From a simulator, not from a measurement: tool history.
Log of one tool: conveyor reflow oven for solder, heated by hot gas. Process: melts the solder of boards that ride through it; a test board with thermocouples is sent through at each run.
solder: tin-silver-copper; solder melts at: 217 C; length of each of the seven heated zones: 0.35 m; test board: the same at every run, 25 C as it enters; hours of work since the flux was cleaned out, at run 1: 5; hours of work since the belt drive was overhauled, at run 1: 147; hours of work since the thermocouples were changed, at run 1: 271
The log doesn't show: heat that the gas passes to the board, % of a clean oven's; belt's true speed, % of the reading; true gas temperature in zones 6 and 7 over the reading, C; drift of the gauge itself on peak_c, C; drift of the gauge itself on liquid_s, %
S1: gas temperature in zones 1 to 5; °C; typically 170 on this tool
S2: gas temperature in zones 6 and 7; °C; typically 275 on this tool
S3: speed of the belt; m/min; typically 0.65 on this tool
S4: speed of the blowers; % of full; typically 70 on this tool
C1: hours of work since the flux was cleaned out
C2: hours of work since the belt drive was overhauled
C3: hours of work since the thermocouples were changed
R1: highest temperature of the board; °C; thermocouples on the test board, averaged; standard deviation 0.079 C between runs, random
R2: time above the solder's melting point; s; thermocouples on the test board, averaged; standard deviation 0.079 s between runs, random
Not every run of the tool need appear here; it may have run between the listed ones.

run,hour,S1,S2,S3,S4,C1,C2,C3,R1,R2
1,0,170,275,0.65,70,5,147,271,258.31,50.57
2,6.1,170,289,0.65,70,8,150,274,270.73,56.25
3,15,170,289,0.65,70,14,156,280,270.72,56.3
4,21.5,170,275,0.65,70,18,160,284,258.33,50.63
5,33.1,172,275,0.65,70,26,168,292,258.52,51.33
6,43.4,170,275,0.718,70,32,174,298,254.64,43.41
7,51.7,170,275,0.718,70,37,180,304,254.71,43.31
8,64.1,170,275,0.693,70,45,187,311,255.99,45.92
9,76.6,170,275,0.65,70,53,195,319,258.29,50.5
10,82.7,170,275,0.65,70,57,199,323,258.39,50.59
11,88.2,170,275,0.65,70,61,203,327,258.26,50.55
12,101.4,178,275,0.65,70,69,211,335,259.56,53.5
13,106.9,170,275,0.65,70,73,215,339,258.42,50.5
14,115.6,170,275,0.65,57,78,220,344,253.59,47.18
15,128.9,170,286,0.65,70,87,229,353,267.97,55.15
16,140.9,171,273,0.578,70,94,236,360,260.18,58.99
17,150,179,289,0.578,56,100,242,366,271.74,66.43
18,157,179,277,0.578,58,104,247,371,261.61,61.75
19,164.9,170,279,0.727,59,109,252,376,253.24,41.38
20,173.9,176,279,0.727,59,115,257,381,254.65,43.83
21,185.1,157,280,0.646,79,122,264,388,263.55,50.51
22,193.7,170,275,0.617,53,128,270,394,254.04,50.1
23,206.1,163,273,0.735,54,136,278,402,243.76,32.54
24,218.2,183,273,0.772,54,143,286,410,246.79,37.61
25,227.4,173,275,0.751,70,149,291,415,253.59,41.41
26,234.2,173,275,0.65,52,154,296,420,252.14,46.81
27,246.2,173,275,0.65,52,161,303,427,252.16,46.84
28,252.3,170,275,0.65,78,165,307,431,260.49,51.9
29,258.7,170,275,0.65,88,169,311,435,262.69,53.33
30,268.4,170,283,0.65,58,175,317,441,261.11,51.3

3 options for the next run, each taken on its own from the tool as it stands now. Forecast them:
A,279.6,170,283,0.65,60,182,325,449,?,?
B,279.6,157,278,0.65,51,182,325,449,?,?
C,279.6,170,276,0.762,87,182,325,449,?,?

run,R1,R2
A,261.87,51.95
B,250.53,41.34
C,258.43,42.98
Without the tool's hidden state the same runs would have given:
run,R1,R2
A,261.86,51.94
B,250.52,41.33
C,258.42,42.98
